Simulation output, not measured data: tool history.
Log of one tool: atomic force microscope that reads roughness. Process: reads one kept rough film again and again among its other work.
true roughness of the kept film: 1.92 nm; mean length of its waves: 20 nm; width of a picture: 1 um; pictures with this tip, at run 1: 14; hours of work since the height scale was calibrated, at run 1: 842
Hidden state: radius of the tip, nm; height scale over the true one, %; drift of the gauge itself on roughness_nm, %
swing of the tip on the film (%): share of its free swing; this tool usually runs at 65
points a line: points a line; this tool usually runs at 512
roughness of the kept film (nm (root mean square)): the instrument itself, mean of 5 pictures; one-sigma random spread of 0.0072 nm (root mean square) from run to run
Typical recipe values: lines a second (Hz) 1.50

run    hour  lines a second (Hz)  swing of the tip on the film (%)  points a line  pictures with this tip  hours of work since the height scale was calibrated  roughness of the kept film (nm (root mean square))
  1     0.0                 1.50                                65            512                      14                                                  842                                               1.436
       34.0  -- new tip fitted
  2    58.3                 1.50                                65            512                      58                                                  886                                               1.246
       68.4  -- new tip fitted
      105.9  -- new tip fitted
  3   110.1                 1.50                                65            512                      10                                                  925                                               1.428
      143.0  -- new tip fitted
  4   144.8                 1.50                                65            512                       5                                                  951                                               1.453
      178.5  -- new tip fitted
  5   208.0                 1.50                                65            512                      70                                                  998                                               1.202
      213.6  -- new tip fitted
      250.3  -- new tip fitted
  6   277.5                 1.50                                65            512                      65                                                 1050                                               1.237
      286.1  -- new tip fitted
  7   317.8                 1.50                                65            512                      75                                                 1081                                               1.198
      324.5  -- new tip fitted
      362.4  -- new tip fitted
  8   391.0                 1.50                                65            512                      68                                                 1135                                               1.227
      398.5  -- new tip fitted
      433.2  -- new tip fitted
  9   437.2                 1.50                                65            512                       9                                                 1170                                               1.419
      473.0  -- new tip fitted
 10   494.3                 1.50                                65            512                      50                                                 1213                                               1.243
      508.0  -- new tip fitted
 11   528.5                 3.54                                65            381                      48                                                 1238                                               1.161
      546.2  -- new tip fitted
      580.8  -- new tip fitted
 12   606.7                 0.84                                57            905                      62                                                 1297                                               1.294
      615.9  -- new tip fitted
      651.3  -- new tip fitted
 13   673.6                 0.84                                57            905                      52                                                 1347                                               1.291
      685.8  -- new tip fitted
      720.3  -- new tip fitted
 14   740.3                 0.84                                57            905                      48                                                 1397                                               1.292
      758.0  -- new tip fitted
      794.8  -- new tip fitted
 15   794.8                 1.50                                59            512                       0                                                 1437                                               1.497
      829.6  -- new tip fitted
      850.7  -- height scale calibrated on a step standard
 16   862.7                 1.50                                59            512                      77                                                    9                                               1.231
      866.4  -- new tip fitted
 17   896.9                 1.50                                59            512                      73                                                   35                                               1.242
      904.0  -- new tip fitted
      943.5  -- new tip fitted
 18   971.3                 1.50                                59            512                      66                                                   90                                               1.222
      980.1  -- new tip fitted
     1014.8  -- new tip fitted
 19  1042.9                 1.50                                59            512                      67                                                  144                                               1.265

A few steps of roughness of the kept film (nm (root mean square)) between consecutive runs. Split each: what settings, incoming material and random variation would produce without the hidden state, and what is left over for the hidden state, along with gauge scatter present in only one of the two compared results (measured, and without hidden state):
Run 15 -> 16: new tip fitted, height scale calibrated on a step standard. roughness of the kept film (nm (root mean square)) -0.266: hidden state -0.275, all else +0.009.
